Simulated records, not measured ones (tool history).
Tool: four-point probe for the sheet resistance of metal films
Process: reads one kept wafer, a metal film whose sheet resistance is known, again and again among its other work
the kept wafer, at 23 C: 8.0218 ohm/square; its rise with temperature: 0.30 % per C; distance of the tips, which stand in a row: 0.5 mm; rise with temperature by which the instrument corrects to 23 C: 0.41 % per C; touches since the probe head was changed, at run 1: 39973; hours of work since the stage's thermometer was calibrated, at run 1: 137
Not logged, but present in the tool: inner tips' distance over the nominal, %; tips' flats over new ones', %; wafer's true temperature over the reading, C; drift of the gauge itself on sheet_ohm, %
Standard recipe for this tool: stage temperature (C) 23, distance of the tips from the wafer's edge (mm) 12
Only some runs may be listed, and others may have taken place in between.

run	day	stage temperature (C)	distance of the tips from the wafer's edge (mm)	touches since the probe head was changed	hours of work since the stage's thermometer was calibrated	sheet resistance as the instrument gives it (ohm/square)
1	0	23	12	39973	137	8.006702
2	0.483	23	12	40217	142	8.007009
3	1.133	23	12	40545	148	8.003919
4	1.517	23	33	40737	152	7.999436
5	1.979	23	12	40971	157	8.007553
6	2.408	23	12	41188	161	8.006548
7	2.729	23	12	41349	164	8.006275
8	3.062	23	12	41518	168	8.01067
9	3.8	23	6	41888	175	8.025097
10	4.279	23	5	42130	180	8.03993
11	5.008	23	12	42497	187	8.00686
12	5.521	23	12	42756	192	8.006261
13	6.212	25	12	43104	199	7.984495
14	6.879	23	42	43440	206	7.994515
15	7.617	23	42	43812	213	7.997474
16	8.362	23	42	44188	220	7.999364
17	8.829	26	12	44424	225	7.975695
18	9.329	22	12	44675	230	8.011679
19	10.033	22	12	45029	237	8.01232
20	10.588	22	12	45308	243	8.013664
21	11.033	22	12	45533	247	8.012602
22	11.583	23	31	45811	252	7.995098
23	12.2	23	31	46122	259	7.995065
24	12.662	18	23	46354	263	8.042767
25	13.092	29	12	46571	267	7.947554
26	13.575	23	6	46814	272	8.022602
27	14.067	23	6	47063	277	8.024114
28	14.717	24	12	47389	284	7.992832
29	15.346	24	12	47706	290	7.990892
30	15.725	24	5	47898	294	8.026408
31	16.288	25	8	48182	299	7.993455
32	16.9	25	43	48490	305	7.97447
33	17.475	22	17	48781	311	8.006207
34	18.025	24	23	49057	317	7.98691
35	18.538	25	65	49315	322	7.974883
36	18.867	25	20	49481	325	7.978135
37	19.221	26	58	49659	329	7.967617
38	19.796	26	58	49950	334	7.9661
39	20.358	23	14	50234	340	7.998287
40	21.033	23	14	50573	347	7.9966
41	21.558	23	30	50838	352	7.99261
42	22.162	23	30	51143	358	7.993226
43	22.842	23	30	51485	365	7.992859
44	23.325	21	11	51728	369	8.017019
45	23.812	21	11	51975	374	8.015516
46	24.275	20	3	52206	379	8.137791

Consider 3 possible next runs. They are alternatives, not a sequence: every one starts from the tool as it was left by run 46. What does each give?
A	24.812	27	55	52478	384	?
B	24.812	18	6	52478	384	?
C	24.812	35	5	52478	384	?

run	sheet resistance as the instrument gives it (ohm/square)
A	7.95493
B	8.063456
C	7.927147
With the hidden condition removed and each run's random variation left untouched, the same runs would have given:
run	sheet resistance as the instrument gives it (ohm/square)
A	7.986696
B	8.095572
C	7.958849
